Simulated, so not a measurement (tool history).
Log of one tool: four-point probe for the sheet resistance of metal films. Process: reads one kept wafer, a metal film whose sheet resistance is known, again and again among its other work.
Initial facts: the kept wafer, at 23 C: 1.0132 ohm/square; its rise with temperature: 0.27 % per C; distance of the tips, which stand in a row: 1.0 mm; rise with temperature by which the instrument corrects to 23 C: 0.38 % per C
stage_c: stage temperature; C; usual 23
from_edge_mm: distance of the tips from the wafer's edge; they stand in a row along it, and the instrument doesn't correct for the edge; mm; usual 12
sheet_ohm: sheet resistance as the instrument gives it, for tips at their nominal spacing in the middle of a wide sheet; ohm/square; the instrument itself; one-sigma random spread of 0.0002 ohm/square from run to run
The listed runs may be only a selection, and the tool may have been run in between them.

| run | hour | stage_c | from_edge_mm | sheet_ohm |
|---|---|---|---|---|
| 1 | 0 | 23 | 12 | 1.001822 |
| 2 | 42.5 | 23 | 12 | 1.001779 |
| 3 | 77.8 | 23 | 12 | 1.001256 |
| 4 | 125.4 | 23 | 12 | 1.001033 |
| 5 | 167.8 | 23 | 45 | 0.99741 |
| 6 | 220.7 | 23 | 45 | 0.997023 |
| 7 | 276.5 | 23 | 45 | 0.996633 |
| 8 | 304.5 | 23 | 36 | 0.996767 |
| 9 | 341.5 | 23 | 16 | 0.998234 |
| 10 | 366.2 | 33 | 12 | 0.989887 |
| 11 | 424.1 | 30 | 13 | 0.991531 |
| 12 | 479.9 | 22 | 4 | 1.029007 |
| 13 | 526.5 | 23 | 11 | 0.999314 |
| 14 | 565.7 | 23 | 11 | 0.998854 |
|  | 571 | stage's thermometer calibrated |
| 15 | 594.8 | 23 | 11 | 0.998089 |
|  | 608.2 | new probe head fitted |
| 16 | 635.7 | 28 | 4 | 1.038314 |
| 17 | 691.5 | 26 | 16 | 1.009298 |
| 18 | 726.9 | 23 | 46 | 1.010782 |
| 19 | 764.4 | 19 | 57 | 1.014249 |

Hidden state or all else? Some run-to-run changes of sheet_ohm, split into what the settings, what came in and random variation would give without the hidden state, and what is left for the hidden state (with any gauge scatter that isn't in both results):
The hidden state here: inner tips' distance over the nominal, %; tips' flats over new ones', %; wafer's true temperature over the reading, C; drift of the gauge itself on sheet_ohm, %.
Run 15 -> 16: stage_c 23 -> 28, from_edge_mm 11 -> 4, new probe head fitted. sheet_ohm +0.040225 ohm/square: hidden state +0.016778, all else +0.023447.
